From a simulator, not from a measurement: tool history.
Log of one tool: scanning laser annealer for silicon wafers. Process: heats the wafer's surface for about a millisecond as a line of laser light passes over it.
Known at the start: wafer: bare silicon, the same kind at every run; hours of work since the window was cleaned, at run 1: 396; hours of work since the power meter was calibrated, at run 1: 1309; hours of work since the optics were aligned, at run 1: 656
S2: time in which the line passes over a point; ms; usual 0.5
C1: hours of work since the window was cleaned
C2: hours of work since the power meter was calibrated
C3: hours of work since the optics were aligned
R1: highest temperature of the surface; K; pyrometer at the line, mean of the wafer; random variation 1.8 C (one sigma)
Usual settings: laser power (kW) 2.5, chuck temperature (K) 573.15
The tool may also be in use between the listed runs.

run 1 hour=0 | laser_power_(kW)=2.5 S2=0.5 chuck_temperature_(K)=573.15 | C1=396 C2=1309 C3=656 | R1=1313.15
run 2 hour=37.3 | laser_power_(kW)=2.5 S2=0.5 chuck_temperature_(K)=573.15 | C1=414 C2=1326 C3=673 | R1=1311.15
run 3 hour=87.5 | laser_power_(kW)=2.5 S2=0.5 chuck_temperature_(K)=568.15 | C1=437 C2=1349 C3=696 | R1=1304.15
run 4 hour=127 | laser_power_(kW)=2.5 S2=0.5 chuck_temperature_(K)=568.15 | C1=455 C2=1367 C3=715 | R1=1304.15
run 5 hour=199.6 | laser_power_(kW)=2.5 S2=0.5 chuck_temperature_(K)=612.15 | C1=489 C2=1401 C3=748 | R1=1349.15
run 6 hour=268 | laser_power_(kW)=2.5 S2=0.5 chuck_temperature_(K)=573.15 | C1=521 C2=1433 C3=780 | R1=1306.15
run 7 hour=329.8 | laser_power_(kW)=2.693 S2=0.5 chuck_temperature_(K)=573.15 | C1=549 C2=1461 C3=809 | R1=1373.15
run 8 hour=377.1 | laser_power_(kW)=2.325 S2=0.5 chuck_temperature_(K)=573.15 | C1=571 C2=1483 C3=831 | R1=1245.15
run 9 hour=449.6 | laser_power_(kW)=2.387 S2=0.558 chuck_temperature_(K)=576.15 | C1=605 C2=1517 C3=864 | R1=1312.15
run 10 hour=534.2 | laser_power_(kW)=2.441 S2=0.594 chuck_temperature_(K)=565.15 | C1=644 C2=1556 C3=903 | R1=1344.15
run 11 hour=602.5 | laser_power_(kW)=2.441 S2=0.594 chuck_temperature_(K)=565.15 | C1=676 C2=1588 C3=935 | R1=1343.15
run 12 hour=671.3 | laser_power_(kW)=2.441 S2=0.594 chuck_temperature_(K)=563.15 | C1=707 C2=1620 C3=967 | R1=1340.15
run 13 hour=751.6 | laser_power_(kW)=2.207 S2=0.559 chuck_temperature_(K)=563.15 | C1=745 C2=1657 C3=1004 | R1=1229.15
run 14 hour=808.4 | laser_power_(kW)=2.652 S2=0.518 chuck_temperature_(K)=556.15 | C1=771 C2=1683 C3=1030 | R1=1342.15
run 15 hour=893 | laser_power_(kW)=2.151 S2=0.5 chuck_temperature_(K)=573.15 | C1=810 C2=1722 C3=1070 | R1=1177.15
run 16 hour=959 | laser_power_(kW)=2.439 S2=0.5 chuck_temperature_(K)=544.15 | C1=841 C2=1753 C3=1100 | R1=1241.15

Forecast each of these 3 alternatives for the next run:
-- hour=1025.4 window over the wafer cleaned
run A hour=1027.6 | laser_power_(kW)=2.144 S2=0.427 chuck_temperature_(K)=605.15 | C1=1 C2=1784 C3=1131 | R1=?
-- hour=1025.4 window over the wafer cleaned
run B hour=1027.6 | laser_power_(kW)=2.285 S2=0.354 chuck_temperature_(K)=545.15 | C1=1 C2=1784 C3=1131 | R1=?
-- hour=1025.4 window over the wafer cleaned
run C hour=1027.6 | laser_power_(kW)=2.583 S2=0.358 chuck_temperature_(K)=585.15 | C1=1 C2=1784 C3=1131 | R1=?

run=A R1=1178.15
run=B R1=1097.15
run=C R1=1227.15
Without the tool's hidden state the same runs would have given:
run=A R1=1192.15
run=B R1=1111.15
run=C R1=1243.15
